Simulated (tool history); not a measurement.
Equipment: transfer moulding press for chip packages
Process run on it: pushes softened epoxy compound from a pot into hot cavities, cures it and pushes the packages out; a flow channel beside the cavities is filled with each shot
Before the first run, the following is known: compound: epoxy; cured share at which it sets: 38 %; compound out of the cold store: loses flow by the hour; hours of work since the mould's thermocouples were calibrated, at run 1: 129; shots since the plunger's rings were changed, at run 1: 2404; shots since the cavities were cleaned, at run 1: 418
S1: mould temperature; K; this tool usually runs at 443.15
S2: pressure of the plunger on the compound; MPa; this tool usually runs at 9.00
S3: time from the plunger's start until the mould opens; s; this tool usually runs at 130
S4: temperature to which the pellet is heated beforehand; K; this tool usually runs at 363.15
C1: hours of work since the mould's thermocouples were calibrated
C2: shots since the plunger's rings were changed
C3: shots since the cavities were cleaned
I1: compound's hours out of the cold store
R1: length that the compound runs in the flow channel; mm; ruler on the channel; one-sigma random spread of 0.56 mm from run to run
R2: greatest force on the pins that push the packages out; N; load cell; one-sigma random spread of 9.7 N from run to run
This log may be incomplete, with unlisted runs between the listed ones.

run	hour	S1	S2	S3	S4	C1	C2	C3	I1	R1	R2
1	0.0	443.15	9.00	130	363.15	129	2404	418	10.3	685.2	671
2	25.5	443.15	9.00	130	363.15	146	2638	652	39.7	605.5	711
# hour 32.1: cavities cleaned with cleaning compound and waxed
3	65.2	443.15	9.00	130	363.15	171	2989	304	38.5	608.5	621
4	97.1	443.15	9.00	130	363.15	193	3281	596	22.2	648.8	738
# hour 110.7: cavities cleaned with cleaning compound and waxed
# hour 124.8: plunger's sealing rings changed
5	128.6	443.15	9.00	130	363.15	211	35	141	20.6	666.0	549
6	153.4	443.15	9.00	130	363.15	228	263	369	45.2	602.9	637
7	181.5	443.15	9.00	130	363.15	247	520	626	32.4	633.7	713
# hour 190.6: cavities cleaned with cleaning compound and waxed
8	215.5	443.15	8.72	130	363.15	269	818	228	10.9	679.7	563
9	250.8	443.15	9.00	130	363.15	292	1142	552	36.7	620.2	653
# hour 268.7: cavities cleaned with cleaning compound and waxed
10	268.7	443.15	9.00	130	363.15	303	1293	0	24.0	652.4	459
11	301.1	443.15	9.00	130	363.15	325	1590	297	31.8	630.6	636
12	320.2	443.15	9.00	130	363.15	338	1766	473	24.5	647.7	695
# hour 346.4: cavities cleaned with cleaning compound and waxed
13	359.8	443.15	9.00	130	361.15	363	2115	122	44.3	598.2	527
14	397.3	443.15	9.00	152	361.15	389	2459	466	45.7	593.1	631
# hour 423.7: cavities cleaned with cleaning compound and waxed
15	433.2	443.15	6.85	130	361.15	412	2775	87	19.3	574.5	517

Run 16, settings as shown, results not yet in. Your forecast:
16	462.9	436.15	6.85	146	363.15	432	3048	360	18.9	?	?

{"run 16": {"R1": 597.1, "R2": 820}}
The same run, on a tool lacking any hidden state, would have yielded R1 608.7 mm, R2 533 N.
